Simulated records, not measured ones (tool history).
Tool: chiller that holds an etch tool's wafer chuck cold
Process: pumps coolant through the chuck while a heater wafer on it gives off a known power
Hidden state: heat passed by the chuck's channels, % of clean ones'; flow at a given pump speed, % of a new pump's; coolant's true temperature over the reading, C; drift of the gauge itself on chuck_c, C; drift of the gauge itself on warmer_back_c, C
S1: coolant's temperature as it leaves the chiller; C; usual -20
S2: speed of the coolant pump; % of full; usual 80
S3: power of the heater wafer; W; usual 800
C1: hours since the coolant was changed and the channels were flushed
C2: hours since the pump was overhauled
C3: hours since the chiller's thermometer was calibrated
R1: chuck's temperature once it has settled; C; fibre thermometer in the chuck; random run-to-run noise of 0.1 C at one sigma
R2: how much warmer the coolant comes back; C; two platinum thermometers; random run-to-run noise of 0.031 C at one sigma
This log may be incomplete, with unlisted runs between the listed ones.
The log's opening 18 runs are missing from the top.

{"run": 19, "hour": 1988.0, "S1": -26, "S2": 66, "S3": 840, "C1": 1052, "C2": 8109, "C3": 3282, "R1": -11.4, "R2": 3.69}
{"run": 20, "hour": 2066.4, "S1": -17, "S2": 63, "S3": 800, "C1": 1130, "C2": 8188, "C3": 3360, "R1": -2.4, "R2": 3.7}
{"run": 21, "hour": 2223.6, "S1": -19, "S2": 90, "S3": 663, "C1": 1287, "C2": 8345, "C3": 3518, "R1": -10.0, "R2": 2.05}
{"hour": 2254.6, "done": "chiller's thermometer calibrated"}
{"run": 22, "hour": 2341.4, "S1": -20, "S2": 82, "S3": 1119, "C1": 1404, "C2": 8462, "C3": 87, "R1": -4.7, "R2": 3.9}
{"run": 23, "hour": 2485.0, "S1": -20, "S2": 82, "S3": 1119, "C1": 1548, "C2": 8605, "C3": 230, "R1": -4.5, "R2": 3.9}
{"run": 24, "hour": 2588.3, "S1": -22, "S2": 85, "S3": 1119, "C1": 1651, "C2": 8709, "C3": 334, "R1": -6.9, "R2": 3.77}
{"run": 25, "hour": 2708.6, "S1": -22, "S2": 91, "S3": 504, "C1": 1771, "C2": 8829, "C3": 454, "R1": -15.6, "R2": 1.58}
{"run": 26, "hour": 2784.2, "S1": -22, "S2": 100, "S3": 973, "C1": 1847, "C2": 8904, "C3": 530, "R1": -10.5, "R2": 2.69}
{"run": 27, "hour": 2919.4, "S1": -28, "S2": 90, "S3": 584, "C1": 1982, "C2": 9040, "C3": 665, "R1": -20.3, "R2": 1.85}
{"run": 28, "hour": 3058.4, "S1": -21, "S2": 80, "S3": 1086, "C1": 2121, "C2": 9179, "C3": 804, "R1": -5.2, "R2": 3.89}
{"run": 29, "hour": 3128.0, "S1": -14, "S2": 67, "S3": 800, "C1": 2191, "C2": 9248, "C3": 873, "R1": -0.1, "R2": 3.53}
{"run": 30, "hour": 3280.1, "S1": -14, "S2": 67, "S3": 800, "C1": 2343, "C2": 9400, "C3": 1025, "R1": -0.1, "R2": 3.53}
{"run": 31, "hour": 3412.3, "S1": -20, "S2": 65, "S3": 556, "C1": 2475, "C2": 9533, "C3": 1158, "R1": -10.2, "R2": 2.54}
{"run": 32, "hour": 3562.5, "S1": -20, "S2": 65, "S3": 556, "C1": 2625, "C2": 9683, "C3": 1308, "R1": -9.9, "R2": 2.52}

What if the next run were any one of these 4? Each begins from the tool's condition after run 32:
{"run": "A", "hour": 3635.3, "S1": -26, "S2": 75, "S3": 800, "C1": 2698, "C2": 9756, "C3": 1381, "R1": "?", "R2": "?"}
{"run": "B", "hour": 3635.3, "S1": -24, "S2": 74, "S3": 891, "C1": 2698, "C2": 9756, "C3": 1381, "R1": "?", "R2": "?"}
{"run": "C", "hour": 3635.3, "S1": -20, "S2": 71, "S3": 556, "C1": 2698, "C2": 9756, "C3": 1381, "R1": "?", "R2": "?"}
{"run": "D", "hour": 3635.3, "S1": -29, "S2": 69, "S3": 483, "C1": 2698, "C2": 9756, "C3": 1381, "R1": "?", "R2": "?"}

run=A R1=-13.2 R2=3.08
run=B R1=-9.8 R2=3.56
run=C R1=-10.7 R2=2.27
run=D R1=-20.7 R2=2.11
With the hidden condition removed and each run's random variation left untouched, the same runs would have given:
run=A R1=-15.2 R2=2.72
run=B R1=-12.0 R2=3.15
run=C R1=-12.1 R2=2.00
run=D R1=-22.0 R2=1.87

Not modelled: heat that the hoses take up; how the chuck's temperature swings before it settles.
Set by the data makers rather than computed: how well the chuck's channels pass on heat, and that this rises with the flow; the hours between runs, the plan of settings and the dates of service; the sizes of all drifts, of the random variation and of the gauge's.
